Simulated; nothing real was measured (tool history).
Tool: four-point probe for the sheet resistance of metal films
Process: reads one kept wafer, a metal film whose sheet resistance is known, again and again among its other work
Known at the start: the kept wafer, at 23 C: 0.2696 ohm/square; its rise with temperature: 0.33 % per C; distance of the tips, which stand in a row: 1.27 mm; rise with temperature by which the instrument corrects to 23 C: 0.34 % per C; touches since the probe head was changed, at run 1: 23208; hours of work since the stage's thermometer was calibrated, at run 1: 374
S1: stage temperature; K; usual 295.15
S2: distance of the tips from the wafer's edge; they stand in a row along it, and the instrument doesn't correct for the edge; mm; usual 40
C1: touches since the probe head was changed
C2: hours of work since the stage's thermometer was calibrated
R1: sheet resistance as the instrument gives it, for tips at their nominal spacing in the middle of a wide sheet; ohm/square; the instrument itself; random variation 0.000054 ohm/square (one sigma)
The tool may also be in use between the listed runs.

Run 1, day 0.000: usual settings; C1 23208; C2 374. Result: R1 0.269813 ohm/square.
Run 2, day 4.604: usual settings; C1 24438; C2 419. Result: R1 0.269787 ohm/square.
Run 3, day 10.162: usual settings; C1 25921; C2 473. Result: R1 0.269858 ohm/square.
Run 4, day 15.146: usual settings; C1 27252; C2 522. Result: R1 0.269805 ohm/square.
Run 5, day 20.446: usual settings; C1 28667; C2 573. Result: R1 0.269828 ohm/square.
Run 6, day 26.012: usual settings but S1 302.15 K; C1 30154; C2 628. Result: R1 0.269646 ohm/square.
Run 7, day 28.800: usual settings but S1 302.15 K; C1 30898; C2 655. Result: R1 0.269578 ohm/square.
Run 8, day 34.421: usual settings but S2 18 mm; C1 32398; C2 710. Result: R1 0.270337 ohm/square.
Run 9, day 38.300: usual settings but S1 307.15 K; C1 33434; C2 748. Result: R1 0.269521 ohm/square.
Run 10, day 42.829: usual settings; C1 34644; C2 792. Result: R1 0.269893 ohm/square.
Run 11, day 47.742: usual settings; C1 35956; C2 840. Result: R1 0.269850 ohm/square.
Run 12, day 52.875: usual settings; C1 37327; C2 890. Result: R1 0.269806 ohm/square.
Run 13, day 56.925: usual settings; C1 38408; C2 930. Result: R1 0.269826 ohm/square.
Run 14, day 62.504: usual settings but S2 70 mm; C1 39898; C2 984. Result: R1 0.269735 ohm/square.
Run 15, day 64.925: usual settings but S2 70 mm; C1 40544; C2 1008. Result: R1 0.269710 ohm/square.
Run 16, day 68.250: usual settings but S1 294.15 K; C1 41432; C2 1040. Result: R1 0.269812 ohm/square.
Run 17, day 72.758: usual settings; C1 42636; C2 1084. Result: R1 0.269762 ohm/square.
Run 18, day 75.388: usual settings; C1 43338; C2 1110. Result: R1 0.269828 ohm/square.
Run 19, day 80.912: usual settings; C1 44813; C2 1164. Result: R1 0.269881 ohm/square.
Run 20, day 83.371: usual settings; C1 45470; C2 1188. Result: R1 0.269753 ohm/square.
Run 21, day 88.025: usual settings; C1 46712; C2 1233. Result: R1 0.269841 ohm/square.
Run 22, day 92.617: usual settings; C1 47938; C2 1278. Result: R1 0.269816 ohm/square.
Run 23, day 97.683: usual settings; C1 49291; C2 1328. Result: R1 0.269761 ohm/square.
Run 24, day 100.758: usual settings but S1 296.15 K, S2 10 mm; C1 50113; C2 1358. Result: R1 0.271870 ohm/square.
Run 25, day 106.325: usual settings but S1 296.15 K, S2 10 mm; C1 51600; C2 1412. Result: R1 0.271957 ohm/square.
Run 26, day 111.583: usual settings but S1 291.15 K; C1 53003; C2 1463. Result: R1 0.269935 ohm/square.
Run 27, day 114.496: usual settings but S2 29 mm; C1 53781; C2 1492. Result: R1 0.269992 ohm/square.
At day 118.767: stage's thermometer calibrated.
Run 28, day 119.650: usual settings but S1 302.15 K, S2 27 mm; C1 55152; C2 9. Result: R1 0.269714 ohm/square.
Run 29, day 123.633: usual settings but S1 300.15 K, S2 43 mm; C1 56215; C2 47. Result: R1 0.269603 ohm/square.
Run 30, day 128.421: usual settings but S1 307.15 K, S2 3 mm; C1 57494; C2 94. Result: R1 0.292800 ohm/square.
Run 31, day 133.892: usual settings but S1 307.15 K, S2 3 mm; C1 58954; C2 148. Result: R1 0.292827 ohm/square.
Run 32, day 137.704: usual settings but S1 300.15 K, S2 9 mm; C1 59973; C2 185. Result: R1 0.272386 ohm/square.
Run 33, day 142.125: usual settings but S1 300.15 K, S2 9 mm; C1 61153; C2 228. Result: R1 0.272354 ohm/square.
Run 34, day 146.279: usual settings but S1 303.15 K, S2 8 mm; C1 62262; C2 269. Result: R1 0.273025 ohm/square.
Run 35, day 148.796: usual settings but S2 47 mm; C1 62934; C2 293. Result: R1 0.269781 ohm/square.
Run 36, day 151.338: usual settings but S2 11 mm; C1 63613; C2 318. Result: R1 0.271510 ohm/square.
Run 37, day 156.683: usual settings but S1 294.15 K; C1 65040; C2 370. Result: R1 0.269794 ohm/square.
Run 38, day 161.367: usual settings but S1 301.15 K, S2 60 mm; C1 66291; C2 416. Result: R1 0.269463 ohm/square.
Run 39, day 165.408: usual settings but S1 301.15 K, S2 60 mm; C1 67371; C2 455. Result: R1 0.269500 ohm/square.
Run 40, day 170.983: usual settings but S1 300.15 K, S2 29 mm; C1 68859; C2 510. Result: R1 0.269748 ohm/square.
Run 41, day 173.262: usual settings but S1 300.15 K, S2 29 mm; C1 69467; C2 532. Result: R1 0.269801 ohm/square.
Run 42, day 176.358: usual settings but S2 75 mm; C1 70294; C2 562. Result: R1 0.269733 ohm/square.
At day 178.092: new probe head fitted.
Run 43, day 179.538: usual settings but S2 75 mm; C1 386; C2 593. Result: R1 0.269600 ohm/square.
Run 44, day 182.500: usual settings but S1 307.15 K, S2 14 mm; C1 1177; C2 622. Result: R1 0.270423 ohm/square.
Run 45, day 185.412: usual settings but S1 307.15 K, S2 21 mm; C1 1955; C2 650. Result: R1 0.269788 ohm/square.
Run 46, day 190.367: usual settings but S1 304.15 K, S2 13 mm; C1 3278; C2 699. Result: R1 0.270771 ohm/square.

Forecast each of these 3 alternatives for the next run:
Run A, day 195.417: usual settings but S1 293.15 K, S2 47 mm; C1 4626; C2 748. Result: R1 ?.
Run B, day 195.417: usual settings but S1 304.15 K, S2 16 mm; C1 4626; C2 748. Result: R1 ?.
Run C, day 195.417: usual settings but S2 58 mm; C1 4626; C2 748. Result: R1 ?.

run        R1
  A  0.269837
  B  0.270206
  C  0.269708
Without the tool's hidden state the same runs would have given:
run        R1
  A  0.269857
  B  0.270226
  C  0.269728
